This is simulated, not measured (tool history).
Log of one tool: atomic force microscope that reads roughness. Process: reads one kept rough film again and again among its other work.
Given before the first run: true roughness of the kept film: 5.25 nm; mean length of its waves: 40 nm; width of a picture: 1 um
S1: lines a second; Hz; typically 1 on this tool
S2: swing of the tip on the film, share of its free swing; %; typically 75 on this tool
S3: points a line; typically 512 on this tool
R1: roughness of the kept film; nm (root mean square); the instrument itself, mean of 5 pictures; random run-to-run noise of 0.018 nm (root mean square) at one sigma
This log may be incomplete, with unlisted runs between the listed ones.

run,hour,S1,S2,S3,R1
1,0,1,75,512,3.739
2,11.6,1,75,512,3.676
3,20.4,1.01,75,512,3.571
4,32.8,1.01,75,512,3.467
5,45.7,1.01,75,512,3.396
6,57.4,1.01,75,851,3.309
# hour 58.9: new tip fitted
7,68.2,1.01,75,851,4.247
8,76.6,1.01,75,851,4.145
9,87.3,1.01,75,316,3.999
10,98.4,0.66,75,512,4.012
11,104.9,0.66,75,512,3.916
12,114.7,0.66,75,512,3.831
13,126.3,0.66,75,512,3.71
14,135.6,1,75,510,3.55
15,145.1,1,75,512,3.511
16,151.9,1,75,512,3.446
17,162.6,1,89,512,3.19
# hour 164.4: new tip fitted
18,169,1,89,512,4.023
19,182.4,1,75,512,4.123
20,193.9,1,75,512,4.001
21,207,3.13,67,351,3.625
22,216.1,0.94,85,317,3.605
23,222.4,1.72,90,712,3.222
24,228.6,1.72,90,712,3.187

Run 25 is up next; what results do you expect?
25,234.5,1.11,70,267,?

{"run 25": {"R1": 3.635}}
Minus the tool's unlogged condition, the same run would have read R1 4.39 nm (root mean square).
